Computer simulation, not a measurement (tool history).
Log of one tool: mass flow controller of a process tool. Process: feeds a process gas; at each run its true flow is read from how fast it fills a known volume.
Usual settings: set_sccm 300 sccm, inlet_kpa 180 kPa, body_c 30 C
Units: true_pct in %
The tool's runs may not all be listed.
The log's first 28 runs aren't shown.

{"run": 29, "hour": 2030.6, "set_sccm": 131, "inlet_kpa": 141, "body_c": 39, "true_pct": 98.55}
{"run": 30, "hour": 2137.7, "set_sccm": 131, "inlet_kpa": 141, "body_c": 39, "true_pct": 98.43}
{"run": 31, "hour": 2197.0, "set_sccm": 71, "inlet_kpa": 149, "body_c": 29, "true_pct": 97.75}
{"run": 32, "hour": 2275.8, "set_sccm": 97, "inlet_kpa": 202, "body_c": 30, "true_pct": 98.11}
{"run": 33, "hour": 2368.8, "set_sccm": 396, "inlet_kpa": 193, "body_c": 32, "true_pct": 99.95}
{"run": 34, "hour": 2434.5, "set_sccm": 396, "inlet_kpa": 173, "body_c": 32, "true_pct": 99.89}
{"run": 35, "hour": 2491.6, "set_sccm": 396, "inlet_kpa": 166, "body_c": 32, "true_pct": 99.76}
{"run": 36, "hour": 2556.9, "set_sccm": 396, "inlet_kpa": 166, "body_c": 32, "true_pct": 99.78}
{"run": 37, "hour": 2657.5, "set_sccm": 396, "inlet_kpa": 206, "body_c": 31, "true_pct": 99.82}

Forecast each of these 3 alternatives for the next run:
{"run": "A", "hour": 2722.3, "set_sccm": 74, "inlet_kpa": 230, "body_c": 31, "true_pct": "?"}
{"run": "B", "hour": 2722.3, "set_sccm": 396, "inlet_kpa": 206, "body_c": 35, "true_pct": "?"}
{"run": "C", "hour": 2722.3, "set_sccm": 396, "inlet_kpa": 172, "body_c": 21, "true_pct": "?"}

run=A true_pct=97.66
run=B true_pct=100.02
run=C true_pct=99.5
Without the tool's hidden state the same runs would have given:
run=A true_pct=97.85
run=B true_pct=99.75
run=C true_pct=99.23
